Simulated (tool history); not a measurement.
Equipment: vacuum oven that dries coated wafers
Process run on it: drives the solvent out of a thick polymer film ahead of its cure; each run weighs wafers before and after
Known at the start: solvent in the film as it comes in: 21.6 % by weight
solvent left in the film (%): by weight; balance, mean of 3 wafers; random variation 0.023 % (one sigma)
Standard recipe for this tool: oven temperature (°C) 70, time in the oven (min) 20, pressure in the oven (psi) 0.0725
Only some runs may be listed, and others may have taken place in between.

{"run": 1, "hour": 0.0, "oven temperature (°C)": 70, "time in the oven (min)": 20, "pressure in the oven (psi)": 0.0725, "solvent left in the film (%)": 2.3}
{"hour": 9.4, "done": "vacuum gauge cleaned of residue and calibrated"}
{"run": 2, "hour": 67.8, "oven temperature (°C)": 72, "time in the oven (min)": 20, "pressure in the oven (psi)": 0.0725, "solvent left in the film (%)": 1.54}
{"run": 3, "hour": 121.4, "oven temperature (°C)": 72, "time in the oven (min)": 20, "pressure in the oven (psi)": 0.0725, "solvent left in the film (%)": 1.52}
{"run": 4, "hour": 173.7, "oven temperature (°C)": 70, "time in the oven (min)": 10, "pressure in the oven (psi)": 0.0725, "solvent left in the film (%)": 5.9}
{"run": 5, "hour": 240.7, "oven temperature (°C)": 70, "time in the oven (min)": 10, "pressure in the oven (psi)": 0.0725, "solvent left in the film (%)": 5.82}
{"run": 6, "hour": 288.5, "oven temperature (°C)": 70, "time in the oven (min)": 10, "pressure in the oven (psi)": 0.0725, "solvent left in the film (%)": 5.75}
{"run": 7, "hour": 383.1, "oven temperature (°C)": 70, "time in the oven (min)": 10, "pressure in the oven (psi)": 0.0725, "solvent left in the film (%)": 5.79}
{"run": 8, "hour": 459.6, "oven temperature (°C)": 70, "time in the oven (min)": 18, "pressure in the oven (psi)": 0.0725, "solvent left in the film (%)": 2.4}
{"run": 9, "hour": 530.0, "oven temperature (°C)": 70, "time in the oven (min)": 18, "pressure in the oven (psi)": 0.0725, "solvent left in the film (%)": 2.38}
{"run": 10, "hour": 602.8, "oven temperature (°C)": 70, "time in the oven (min)": 18, "pressure in the oven (psi)": 0.0725, "solvent left in the film (%)": 2.35}
{"run": 11, "hour": 684.2, "oven temperature (°C)": 70, "time in the oven (min)": 18, "pressure in the oven (psi)": 0.0725, "solvent left in the film (%)": 2.34}
{"run": 12, "hour": 744.1, "oven temperature (°C)": 70, "time in the oven (min)": 10, "pressure in the oven (psi)": 0.0725, "solvent left in the film (%)": 5.56}
{"run": 13, "hour": 840.2, "oven temperature (°C)": 70, "time in the oven (min)": 20, "pressure in the oven (psi)": 0.0725, "solvent left in the film (%)": 1.83}
{"run": 14, "hour": 921.0, "oven temperature (°C)": 70, "time in the oven (min)": 20, "pressure in the oven (psi)": 0.0669, "solvent left in the film (%)": 1.81}
{"run": 15, "hour": 1011.2, "oven temperature (°C)": 70, "time in the oven (min)": 20, "pressure in the oven (psi)": 0.0669, "solvent left in the film (%)": 1.76}
{"run": 16, "hour": 1067.5, "oven temperature (°C)": 70, "time in the oven (min)": 20, "pressure in the oven (psi)": 0.0734, "solvent left in the film (%)": 1.77}
{"run": 17, "hour": 1148.8, "oven temperature (°C)": 70, "time in the oven (min)": 20, "pressure in the oven (psi)": 0.0734, "solvent left in the film (%)": 1.71}
{"run": 18, "hour": 1225.9, "oven temperature (°C)": 70, "time in the oven (min)": 20, "pressure in the oven (psi)": 0.0734, "solvent left in the film (%)": 1.72}
{"run": 19, "hour": 1316.4, "oven temperature (°C)": 73, "time in the oven (min)": 20, "pressure in the oven (psi)": 0.0725, "solvent left in the film (%)": 1.04}
{"run": 20, "hour": 1363.9, "oven temperature (°C)": 73, "time in the oven (min)": 20, "pressure in the oven (psi)": 0.0725, "solvent left in the film (%)": 1.02}
{"hour": 1433.6, "done": "oven's thermocouples calibrated"}
{"run": 21, "hour": 1445.5, "oven temperature (°C)": 73, "time in the oven (min)": 20, "pressure in the oven (psi)": 0.0725, "solvent left in the film (%)": 1.46}
{"run": 22, "hour": 1534.6, "oven temperature (°C)": 73, "time in the oven (min)": 20, "pressure in the oven (psi)": 0.0725, "solvent left in the film (%)": 1.39}
{"run": 23, "hour": 1623.0, "oven temperature (°C)": 73, "time in the oven (min)": 20, "pressure in the oven (psi)": 0.0725, "solvent left in the film (%)": 1.39}
{"run": 24, "hour": 1670.7, "oven temperature (°C)": 73, "time in the oven (min)": 20, "pressure in the oven (psi)": 0.0725, "solvent left in the film (%)": 1.37}
{"run": 25, "hour": 1754.6, "oven temperature (°C)": 73, "time in the oven (min)": 20, "pressure in the oven (psi)": 0.0393, "solvent left in the film (%)": 1.33}
{"run": 26, "hour": 1856.7, "oven temperature (°C)": 57, "time in the oven (min)": 25, "pressure in the oven (psi)": 0.0393, "solvent left in the film (%)": 6.27}
{"run": 27, "hour": 1948.6, "oven temperature (°C)": 57, "time in the oven (min)": 31, "pressure in the oven (psi)": 0.2454, "solvent left in the film (%)": 5.45}
{"run": 28, "hour": 2001.5, "oven temperature (°C)": 60, "time in the oven (min)": 20, "pressure in the oven (psi)": 0.0516, "solvent left in the film (%)": 6.21}
{"run": 29, "hour": 2094.9, "oven temperature (°C)": 78, "time in the oven (min)": 20, "pressure in the oven (psi)": 0.0725, "solvent left in the film (%)": 0.54}
{"run": 30, "hour": 2176.8, "oven temperature (°C)": 78, "time in the oven (min)": 20, "pressure in the oven (psi)": 0.0725, "solvent left in the film (%)": 0.52}
{"run": 31, "hour": 2254.9, "oven temperature (°C)": 77, "time in the oven (min)": 20, "pressure in the oven (psi)": 0.0466, "solvent left in the film (%)": 0.55}
{"run": 32, "hour": 2322.5, "oven temperature (°C)": 68, "time in the oven (min)": 20, "pressure in the oven (psi)": 0.2779, "solvent left in the film (%)": 3.02}
{"run": 33, "hour": 2393.5, "oven temperature (°C)": 68, "time in the oven (min)": 20, "pressure in the oven (psi)": 0.2779, "solvent left in the film (%)": 3}
{"run": 34, "hour": 2441.5, "oven temperature (°C)": 83, "time in the oven (min)": 13, "pressure in the oven (psi)": 0.2487, "solvent left in the film (%)": 0.81}
{"run": 35, "hour": 2498.4, "oven temperature (°C)": 83, "time in the oven (min)": 13, "pressure in the oven (psi)": 0.2487, "solvent left in the film (%)": 0.8}
{"run": 36, "hour": 2597.9, "oven temperature (°C)": 70, "time in the oven (min)": 20, "pressure in the oven (psi)": 0.0424, "solvent left in the film (%)": 1.8}
{"run": 37, "hour": 2658.0, "oven temperature (°C)": 63, "time in the oven (min)": 25, "pressure in the oven (psi)": 0.2442, "solvent left in the film (%)": 3.61}
{"run": 38, "hour": 2731.6, "oven temperature (°C)": 60, "time in the oven (min)": 33, "pressure in the oven (psi)": 0.0725, "solvent left in the film (%)": 2.93}
{"run": 39, "hour": 2822.8, "oven temperature (°C)": 79, "time in the oven (min)": 12, "pressure in the oven (psi)": 0.104, "solvent left in the film (%)": 1.45}
{"run": 40, "hour": 2874.8, "oven temperature (°C)": 80, "time in the oven (min)": 34, "pressure in the oven (psi)": 0.0725, "solvent left in the film (%)": 0.2}
{"run": 41, "hour": 2931.8, "oven temperature (°C)": 62, "time in the oven (min)": 15, "pressure in the oven (psi)": 0.0403, "solvent left in the film (%)": 6.48}
{"run": 42, "hour": 2991.9, "oven temperature (°C)": 62, "time in the oven (min)": 15, "pressure in the oven (psi)": 0.0403, "solvent left in the film (%)": 6.37}
{"run": 43, "hour": 3037.0, "oven temperature (°C)": 70, "time in the oven (min)": 20, "pressure in the oven (psi)": 0.21, "solvent left in the film (%)": 2}
{"run": 44, "hour": 3102.5, "oven temperature (°C)": 67, "time in the oven (min)": 20, "pressure in the oven (psi)": 0.2458, "solvent left in the film (%)": 2.96}
{"hour": 3113.9, "done": "oven's thermocouples calibrated"}
{"run": 45, "hour": 3192.1, "oven temperature (°C)": 82, "time in the oven (min)": 26, "pressure in the oven (psi)": 0.1095, "solvent left in the film (%)": 0.3}
{"run": 46, "hour": 3271.7, "oven temperature (°C)": 65, "time in the oven (min)": 26, "pressure in the oven (psi)": 0.037, "solvent left in the film (%)": 2.71}
{"run": 47, "hour": 3358.8, "oven temperature (°C)": 69, "time in the oven (min)": 16, "pressure in the oven (psi)": 0.1044, "solvent left in the film (%)": 3.81}
{"run": 48, "hour": 3414.6, "oven temperature (°C)": 71, "time in the oven (min)": 20, "pressure in the oven (psi)": 0.0725, "solvent left in the film (%)": 2.01}

Subtracting, for every run, the result it would have given without the tool's unlogged condition from the measured result gives the following. The same run-to-run variation enters both numbers; the gauge's scatter may not:
Hidden state at play: true wafer temperature over the reading, C; true pressure over the reading, kPa; drift of the gauge itself on solvent_pct, %.
run=1 solvent_left_in_the_film_(%)=+0.21
run=2 solvent_left_in_the_film_(%)=-0.02
run=3 solvent_left_in_the_film_(%)=-0.03
run=4 solvent_left_in_the_film_(%)=-0.1
run=5 solvent_left_in_the_film_(%)=-0.14
run=6 solvent_left_in_the_film_(%)=-0.16
run=7 solvent_left_in_the_film_(%)=-0.21
run=8 solvent_left_in_the_film_(%)=-0.18
run=9 solvent_left_in_the_film_(%)=-0.21
run=10 solvent_left_in_the_film_(%)=-0.23
run=11 solvent_left_in_the_film_(%)=-0.26
run=12 solvent_left_in_the_film_(%)=-0.4
run=13 solvent_left_in_the_film_(%)=-0.27
run=14 solvent_left_in_the_film_(%)=-0.29
run=15 solvent_left_in_the_film_(%)=-0.32
run=16 solvent_left_in_the_film_(%)=-0.34
run=17 solvent_left_in_the_film_(%)=-0.37
run=18 solvent_left_in_the_film_(%)=-0.4
run=19 solvent_left_in_the_film_(%)=-0.28
run=20 solvent_left_in_the_film_(%)=-0.29
run=21 solvent_left_in_the_film_(%)=+0.14
run=22 solvent_left_in_the_film_(%)=+0.12
run=23 solvent_left_in_the_film_(%)=+0.09
run=24 solvent_left_in_the_film_(%)=+0.09
run=25 solvent_left_in_the_film_(%)=+0.06
run=26 solvent_left_in_the_film_(%)=+0.02
run=27 solvent_left_in_the_film_(%)=-0.01
run=28 solvent_left_in_the_film_(%)=-0.08
run=29 solvent_left_in_the_film_(%)=+0.04
run=30 solvent_left_in_the_film_(%)=+0.04
run=31 solvent_left_in_the_film_(%)=+0.02
run=32 solvent_left_in_the_film_(%)=-0.18
run=33 solvent_left_in_the_film_(%)=-0.21
run=34 solvent_left_in_the_film_(%)=-0.04
run=35 solvent_left_in_the_film_(%)=-0.04
run=36 solvent_left_in_the_film_(%)=-0.21
run=37 solvent_left_in_the_film_(%)=-0.35
run=38 solvent_left_in_the_film_(%)=-0.33
run=39 solvent_left_in_the_film_(%)=-0.25
run=40 solvent_left_in_the_film_(%)=+0.1
run=41 solvent_left_in_the_film_(%)=-0.64
run=42 solvent_left_in_the_film_(%)=-0.67
run=43 solvent_left_in_the_film_(%)=-0.37
run=44 solvent_left_in_the_film_(%)=-0.53
run=45 solvent_left_in_the_film_(%)=+0.14
run=46 solvent_left_in_the_film_(%)=+0.27
run=47 solvent_left_in_the_film_(%)=+0.18
run=48 solvent_left_in_the_film_(%)=+0.17
